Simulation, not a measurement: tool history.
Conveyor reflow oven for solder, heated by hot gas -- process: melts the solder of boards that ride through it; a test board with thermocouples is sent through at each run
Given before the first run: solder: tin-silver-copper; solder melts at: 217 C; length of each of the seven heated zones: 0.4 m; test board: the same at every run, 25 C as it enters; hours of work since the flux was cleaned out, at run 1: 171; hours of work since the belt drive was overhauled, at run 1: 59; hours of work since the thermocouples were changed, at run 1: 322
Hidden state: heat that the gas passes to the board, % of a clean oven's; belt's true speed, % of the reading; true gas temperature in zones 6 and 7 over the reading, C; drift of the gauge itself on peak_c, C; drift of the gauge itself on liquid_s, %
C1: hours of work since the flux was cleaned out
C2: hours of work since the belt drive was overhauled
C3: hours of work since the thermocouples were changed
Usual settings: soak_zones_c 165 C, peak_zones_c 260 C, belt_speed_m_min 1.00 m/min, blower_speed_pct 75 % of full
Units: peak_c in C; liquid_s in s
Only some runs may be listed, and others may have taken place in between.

run 1 day=0.000 | soak_zones_c=165 peak_zones_c=260 belt_speed_m_min=1.00 blower_speed_pct=75 | C1=171 C2=59 C3=322 | peak_c=244.74 liquid_s=30.43
run 2 day=1.067 | soak_zones_c=165 peak_zones_c=260 belt_speed_m_min=1.00 blower_speed_pct=75 | C1=184 C2=72 C3=335 | peak_c=244.67 liquid_s=30.35
run 3 day=1.771 | soak_zones_c=165 peak_zones_c=260 belt_speed_m_min=1.00 blower_speed_pct=75 | C1=192 C2=81 C3=344 | peak_c=244.68 liquid_s=30.24
run 4 day=2.912 | soak_zones_c=165 peak_zones_c=260 belt_speed_m_min=1.00 blower_speed_pct=75 | C1=206 C2=95 C3=358 | peak_c=244.64 liquid_s=30.22
run 5 day=4.129 | soak_zones_c=165 peak_zones_c=260 belt_speed_m_min=1.00 blower_speed_pct=75 | C1=221 C2=109 C3=372 | peak_c=244.63 liquid_s=30.14
run 6 day=5.300 | soak_zones_c=165 peak_zones_c=260 belt_speed_m_min=1.00 blower_speed_pct=58 | C1=235 C2=124 C3=387 | peak_c=239.12 liquid_s=25.54
run 7 day=6.496 | soak_zones_c=165 peak_zones_c=260 belt_speed_m_min=1.00 blower_speed_pct=58 | C1=250 C2=138 C3=401 | peak_c=238.88 liquid_s=25.45
run 8 day=7.358 | soak_zones_c=165 peak_zones_c=260 belt_speed_m_min=1.00 blower_speed_pct=58 | C1=260 C2=148 C3=412 | peak_c=238.86 liquid_s=25.47
run 9 day=8.592 | soak_zones_c=165 peak_zones_c=260 belt_speed_m_min=1.00 blower_speed_pct=54 | C1=275 C2=163 C3=427 | peak_c=237.26 liquid_s=23.86
run 10 day=9.658 | soak_zones_c=165 peak_zones_c=260 belt_speed_m_min=1.00 blower_speed_pct=53 | C1=288 C2=176 C3=439 | peak_c=236.77 liquid_s=23.40
run 11 day=10.842 | soak_zones_c=165 peak_zones_c=260 belt_speed_m_min=1.00 blower_speed_pct=53 | C1=302 C2=191 C3=454 | peak_c=236.70 liquid_s=23.34
run 12 day=11.629 | soak_zones_c=165 peak_zones_c=260 belt_speed_m_min=1.00 blower_speed_pct=88 | C1=312 C2=200 C3=463 | peak_c=246.92 liquid_s=32.03
run 13 day=12.204 | soak_zones_c=165 peak_zones_c=260 belt_speed_m_min=1.00 blower_speed_pct=88 | C1=319 C2=207 C3=470 | peak_c=246.90 liquid_s=32.04
-- day=12.821 flux residue cleaned out of gas plates and filters
run 14 day=13.225 | soak_zones_c=165 peak_zones_c=260 belt_speed_m_min=1.00 blower_speed_pct=88 | C1=5 C2=217 C3=480 | peak_c=246.13 liquid_s=31.31
run 15 day=14.125 | soak_zones_c=166 peak_zones_c=260 belt_speed_m_min=1.00 blower_speed_pct=75 | C1=16 C2=228 C3=491 | peak_c=243.20 liquid_s=29.26
run 16 day=15.050 | soak_zones_c=166 peak_zones_c=260 belt_speed_m_min=1.00 blower_speed_pct=75 | C1=27 C2=239 C3=502 | peak_c=243.19 liquid_s=29.25
run 17 day=15.762 | soak_zones_c=168 peak_zones_c=260 belt_speed_m_min=1.15 blower_speed_pct=75 | C1=36 C2=248 C3=511 | peak_c=238.58 liquid_s=22.13
run 18 day=16.667 | soak_zones_c=168 peak_zones_c=260 belt_speed_m_min=1.15 blower_speed_pct=75 | C1=47 C2=259 C3=522 | peak_c=238.46 liquid_s=22.00
-- day=16.942 flux residue cleaned out of gas plates and filters, once more
run 19 day=17.571 | soak_zones_c=165 peak_zones_c=260 belt_speed_m_min=0.83 blower_speed_pct=75 | C1=8 C2=267 C3=530 | peak_c=251.66 liquid_s=42.72
run 20 day=18.521 | soak_zones_c=169 peak_zones_c=274 belt_speed_m_min=0.83 blower_speed_pct=75 | C1=19 C2=279 C3=542 | peak_c=264.84 liquid_s=48.92
run 21 day=19.546 | soak_zones_c=151 peak_zones_c=260 belt_speed_m_min=1.00 blower_speed_pct=75 | C1=32 C2=291 C3=554 | peak_c=244.29 liquid_s=28.07
run 22 day=20.225 | soak_zones_c=165 peak_zones_c=274 belt_speed_m_min=1.00 blower_speed_pct=74 | C1=40 C2=299 C3=562 | peak_c=258.70 liquid_s=36.91
run 23 day=20.879 | soak_zones_c=165 peak_zones_c=274 belt_speed_m_min=1.02 blower_speed_pct=74 | C1=48 C2=307 C3=570 | peak_c=258.01 liquid_s=35.82
run 24 day=21.654 | soak_zones_c=165 peak_zones_c=274 belt_speed_m_min=1.02 blower_speed_pct=74 | C1=57 C2=317 C3=580 | peak_c=258.02 liquid_s=35.77
run 25 day=22.417 | soak_zones_c=165 peak_zones_c=274 belt_speed_m_min=1.02 blower_speed_pct=74 | C1=66 C2=326 C3=589 | peak_c=257.94 liquid_s=35.79
run 26 day=23.729 | soak_zones_c=165 peak_zones_c=260 belt_speed_m_min=0.97 blower_speed_pct=69 | C1=82 C2=342 C3=605 | peak_c=245.63 liquid_s=31.86
run 27 day=24.288 | soak_zones_c=155 peak_zones_c=275 belt_speed_m_min=0.94 blower_speed_pct=60 | C1=89 C2=348 C3=612 | peak_c=254.98 liquid_s=35.24
run 28 day=25.554 | soak_zones_c=165 peak_zones_c=252 belt_speed_m_min=0.81 blower_speed_pct=75 | C1=104 C2=364 C3=627 | peak_c=244.53 liquid_s=39.90
run 29 day=26.367 | soak_zones_c=165 peak_zones_c=252 belt_speed_m_min=0.81 blower_speed_pct=75 | C1=114 C2=374 C3=637 | peak_c=244.65 liquid_s=39.74
run 30 day=27.025 | soak_zones_c=161 peak_zones_c=270 belt_speed_m_min=1.01 blower_speed_pct=84 | C1=122 C2=382 C3=645 | peak_c=256.52 liquid_s=35.27
run 31 day=28.362 | soak_zones_c=165 peak_zones_c=260 belt_speed_m_min=0.81 blower_speed_pct=55 | C1=138 C2=398 C3=661 | peak_c=247.00 liquid_s=39.30

Each run again, without the hidden state but with its own random variation kept:
run=1 peak_c=245.47 liquid_s=31.16
run=2 peak_c=245.47 liquid_s=31.14
run=3 peak_c=245.52 liquid_s=31.05
run=4 peak_c=245.55 liquid_s=31.10
run=5 peak_c=245.60 liquid_s=31.08
run=6 peak_c=240.04 liquid_s=26.51
run=7 peak_c=239.86 liquid_s=26.49
run=8 peak_c=239.88 liquid_s=26.56
run=9 peak_c=238.28 liquid_s=24.97
run=10 peak_c=237.83 liquid_s=24.56
run=11 peak_c=237.82 liquid_s=24.57
run=12 peak_c=248.35 liquid_s=33.33
run=13 peak_c=248.37 liquid_s=33.37
run=14 peak_c=248.50 liquid_s=33.31
run=15 peak_c=245.56 liquid_s=31.36
run=16 peak_c=245.60 liquid_s=31.40
run=17 peak_c=241.68 liquid_s=24.70
run=18 peak_c=241.63 liquid_s=24.64
run=19 peak_c=250.31 liquid_s=41.96
run=20 peak_c=263.52 liquid_s=48.34
run=21 peak_c=243.16 liquid_s=27.43
run=22 peak_c=257.59 liquid_s=36.41
run=23 peak_c=256.96 liquid_s=35.36
run=24 peak_c=257.03 liquid_s=35.33
run=25 peak_c=256.99 liquid_s=35.38
run=26 peak_c=244.67 liquid_s=31.36
run=27 peak_c=254.09 liquid_s=34.79
run=28 peak_c=243.38 liquid_s=39.32
run=29 peak_c=243.52 liquid_s=39.20
run=30 peak_c=255.89 liquid_s=35.07
run=31 peak_c=245.95 liquid_s=38.69
